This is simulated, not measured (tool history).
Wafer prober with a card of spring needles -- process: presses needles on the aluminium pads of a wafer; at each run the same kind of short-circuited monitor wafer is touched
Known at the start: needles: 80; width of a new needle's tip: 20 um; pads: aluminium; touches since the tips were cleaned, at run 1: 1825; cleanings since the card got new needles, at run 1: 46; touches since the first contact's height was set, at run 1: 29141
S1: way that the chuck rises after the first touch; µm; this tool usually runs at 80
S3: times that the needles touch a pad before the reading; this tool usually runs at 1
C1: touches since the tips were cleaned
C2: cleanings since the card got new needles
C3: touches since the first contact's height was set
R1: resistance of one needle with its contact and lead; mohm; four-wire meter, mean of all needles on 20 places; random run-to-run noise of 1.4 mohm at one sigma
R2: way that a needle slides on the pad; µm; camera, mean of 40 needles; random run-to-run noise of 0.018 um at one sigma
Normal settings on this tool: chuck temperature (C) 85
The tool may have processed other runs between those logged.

run 1 hour=0 | S1=80 chuck_temperature_(C)=85 S3=1 | C1=1825 C2=46 C3=29141 | R1=119 R2=14.15
-- hour=8.8 tips cleaned on abrasive film
run 2 hour=9.9 | S1=94 chuck_temperature_(C)=85 S3=1 | C1=707 C2=47 C3=35668 | R1=116 R2=16.65
run 3 hour=17.1 | S1=94 chuck_temperature_(C)=85 S3=1 | C1=5507 C2=47 C3=40468 | R1=120 R2=16.61
-- hour=20.5 tips cleaned on abrasive film
-- hour=31.6 tips cleaned on abrasive film
run 4 hour=32.9 | S1=94 chuck_temperature_(C)=85 S3=1 | C1=902 C2=49 C3=50884 | R1=119 R2=16.62
run 5 hour=39.9 | S1=94 chuck_temperature_(C)=85 S3=1 | C1=5572 C2=49 C3=55554 | R1=119 R2=16.59
-- hour=42.6 tips cleaned on abrasive film
run 6 hour=52.1 | S1=94 chuck_temperature_(C)=85 S3=2 | C1=6313 C2=50 C3=63597 | R1=118 R2=16.62
-- hour=54.8 tips cleaned on abrasive film
run 7 hour=58.8 | S1=80 chuck_temperature_(C)=85 S3=1 | C1=2700 C2=51 C3=67999 | R1=119 R2=14.12
-- hour=66.2 tips cleaned on abrasive film
run 8 hour=72.3 | S1=71 chuck_temperature_(C)=85 S3=1 | C1=4062 C2=52 C3=76879 | R1=124 R2=12.54
-- hour=77.3 tips cleaned on abrasive film
run 9 hour=80.8 | S1=71 chuck_temperature_(C)=85 S3=1 | C1=2270 C2=53 C3=82469 | R1=118 R2=12.51
-- hour=88.6 tips cleaned on abrasive film
run 10 hour=90.2 | S1=71 chuck_temperature_(C)=85 S3=1 | C1=1012 C2=54 C3=88674 | R1=121 R2=12.52
-- hour=99.9 tips cleaned on abrasive film
run 11 hour=101.1 | S1=71 chuck_temperature_(C)=85 S3=1 | C1=792 C2=55 C3=95904 | R1=120 R2=12.53
-- hour=111.6 tips cleaned on abrasive film
run 12 hour=111.6 | S1=80 chuck_temperature_(C)=94 S3=1 | C1=0 C2=56 C3=102826 | R1=118 R2=14.1
run 13 hour=118.4 | S1=74 chuck_temperature_(C)=94 S3=1 | C1=4530 C2=56 C3=107356 | R1=121 R2=13.04
-- hour=122.9 tips cleaned on abrasive film
run 14 hour=131.6 | S1=74 chuck_temperature_(C)=94 S3=1 | C1=5810 C2=57 C3=116107 | R1=123 R2=13.04
-- hour=134.1 tips cleaned on abrasive film
run 15 hour=142.1 | S1=80 chuck_temperature_(C)=99 S3=1 | C1=5310 C2=58 C3=122993 | R1=123 R2=14.07
-- hour=146.4 tips cleaned on abrasive film
run 16 hour=153.7 | S1=80 chuck_temperature_(C)=99 S3=1 | C1=4870 C2=59 C3=130664 | R1=119 R2=14.07
-- hour=157.9 tips cleaned on abrasive film
run 17 hour=167.4 | S1=80 chuck_temperature_(C)=99 S3=1 | C1=6330 C2=60 C3=139755 | R1=123 R2=14.09
-- hour=169.7 tips cleaned on abrasive film
run 18 hour=176.3 | S1=80 chuck_temperature_(C)=32 S3=1 | C1=4388 C2=61 C3=145592 | R1=113 R2=14.07
-- hour=181.1 tips cleaned on abrasive film
run 19 hour=190.5 | S1=80 chuck_temperature_(C)=32 S3=1 | C1=6292 C2=62 C3=154996 | R1=112 R2=14.05
-- hour=192.4 tips cleaned on abrasive film
run 20 hour=203.3 | S1=98 chuck_temperature_(C)=79 S3=2 | C1=7263 C2=63 C3=163427 | R1=116 R2=17.26
-- hour=204.7 tips cleaned on abrasive film
-- hour=210.5 height of the first contact set anew
-- hour=216.7 tips cleaned on abrasive film
run 21 hour=216.8 | S1=80 chuck_temperature_(C)=85 S3=1 | C1=102 C2=65 C3=4161 | R1=119 R2=14.05
run 22 hour=223.8 | S1=84 chuck_temperature_(C)=85 S3=1 | C1=4718 C2=65 C3=8777 | R1=120 R2=14.75
-- hour=227.9 tips cleaned on abrasive film
run 23 hour=237.4 | S1=76 chuck_temperature_(C)=85 S3=1 | C1=6329 C2=66 C3=17769 | R1=119 R2=13.37
-- hour=239.5 tips cleaned on abrasive film
run 24 hour=249.3 | S1=68 chuck_temperature_(C)=33 S3=1 | C1=6569 C2=67 C3=25672 | R1=113 R2=11.92
-- hour=251.7 tips cleaned on abrasive film
run 25 hour=259 | S1=75 chuck_temperature_(C)=104 S3=2 | C1=4807 C2=68 C3=32018 | R1=122 R2=13.12
-- hour=263.4 tips cleaned on abrasive film
run 26 hour=273.2 | S1=75 chuck_temperature_(C)=104 S3=1 | C1=6560 C2=69 C3=41449 | R1=124 R2=13.16
-- hour=275.3 tips cleaned on abrasive film
-- hour=286.4 tips cleaned on abrasive film
run 27 hour=288.1 | S1=61 chuck_temperature_(C)=62 S3=1 | C1=1134 C2=71 C3=51215 | R1=119 R2=10.7
run 28 hour=295.5 | S1=80 chuck_temperature_(C)=85 S3=1 | C1=6081 C2=71 C3=56162 | R1=118 R2=14.01
-- hour=297.9 tips cleaned on abrasive film
-- hour=309.4 tips cleaned on abrasive film
run 29 hour=310.5 | S1=80 chuck_temperature_(C)=85 S3=1 | C1=735 C2=73 C3=66006 | R1=120 R2=14.01
-- hour=320.7 tips cleaned on abrasive film
run 30 hour=321.4 | S1=81 chuck_temperature_(C)=73 S3=2 | C1=458 C2=74 C3=73217 | R1=117 R2=14.19
-- hour=331.8 tips cleaned on abrasive film
run 31 hour=334 | S1=81 chuck_temperature_(C)=73 S3=2 | C1=1419 C2=75 C3=81520 | R1=117 R2=14.16
-- hour=343.4 tips cleaned on abrasive film
run 32 hour=343.4 | S1=81 chuck_temperature_(C)=73 S3=2 | C1=0 C2=76 C3=87723 | R1=114 R2=14.17
-- hour=354.7 tips cleaned on abrasive film
run 33 hour=357.4 | S1=80 chuck_temperature_(C)=106 S3=1 | C1=1843 C2=77 C3=97017 | R1=125 R2=13.99
-- hour=366.1 tips cleaned on abrasive film
run 34 hour=367 | S1=80 chuck_temperature_(C)=43 S3=1 | C1=568 C2=78 C3=103328 | R1=114 R2=13.95

A few steps of R2 between consecutive runs. Split each: what settings, incoming material and random variation would produce without the hidden state, and what is left over for the hidden state, along with gauge scatter present in only one of the two compared results (measured, and without hidden state):
The hidden state here: debris on the tips, nm; way that the needles fall short of the set height, um; tips' diameter, um; drift of the gauge itself on contact_mohm, %; drift of the gauge itself on scrub_um, %.
Run 9 -> 10: tips cleaned on abrasive film. R2 +0.01 µm: hidden state -0.02, all else +0.03.
Run 19 -> 20: S1 80 -> 98, chuck temperature (C) 32 -> 79, S3 1 -> 2, tips cleaned on abrasive film. R2 +3.21 µm: hidden state -0.03, all else +3.24.
Run 20 -> 21: S1 98 -> 80, chuck temperature (C) 79 -> 85, S3 2 -> 1, tips cleaned on abrasive film, height of the first contact set anew, tips cleaned on abrasive film. R2 -3.21 µm: hidden state +0.01, all else -3.22.
Run 27 -> 28: S1 61 -> 80, chuck temperature (C) 62 -> 85. R2 +3.31 µm: hidden state -0.04, all else +3.35.
